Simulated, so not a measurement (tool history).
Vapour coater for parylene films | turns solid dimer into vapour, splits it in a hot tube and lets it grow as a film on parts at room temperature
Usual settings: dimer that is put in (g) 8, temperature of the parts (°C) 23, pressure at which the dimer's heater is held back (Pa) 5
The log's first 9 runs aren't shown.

| run | hour | dimer that is put in (g) | temperature of the parts (°C) | pressure at which the dimer's heater is held back (Pa) | thickness of the film (µm) |
|---|---|---|---|---|---|
| 10 | 312.8 | 8 | 23 | 5 | 6.45 |
| 11 | 343.2 | 8 | 31 | 5 | 4.58 |
|  | 357.5 | trap's valve overhauled |
| 12 | 387.2 | 8 | 23 | 5 | 6.82 |
| 13 | 415.9 | 8 | 23 | 5 | 6.81 |
| 14 | 463.2 | 8 | 23 | 3.31 | 7.42 |
| 15 | 508.2 | 8 | 23 | 3.31 | 7.26 |
| 16 | 545.9 | 8 | 23 | 3.31 | 7.38 |
| 17 | 574.5 | 8 | 23 | 3.31 | 7.25 |
| 18 | 607.8 | 8 | 23 | 3.31 | 7.14 |
| 19 | 639 | 8 | 23 | 3.31 | 7.19 |

Run 20 comes next. What will it give?
| 20 | 685.4 | 8 | 23 | 2.6 | ? |

Run 20 gave thickness of the film (µm) 7.53.
Without the tool's hidden state the same run would have given thickness of the film (µm) 7.77.

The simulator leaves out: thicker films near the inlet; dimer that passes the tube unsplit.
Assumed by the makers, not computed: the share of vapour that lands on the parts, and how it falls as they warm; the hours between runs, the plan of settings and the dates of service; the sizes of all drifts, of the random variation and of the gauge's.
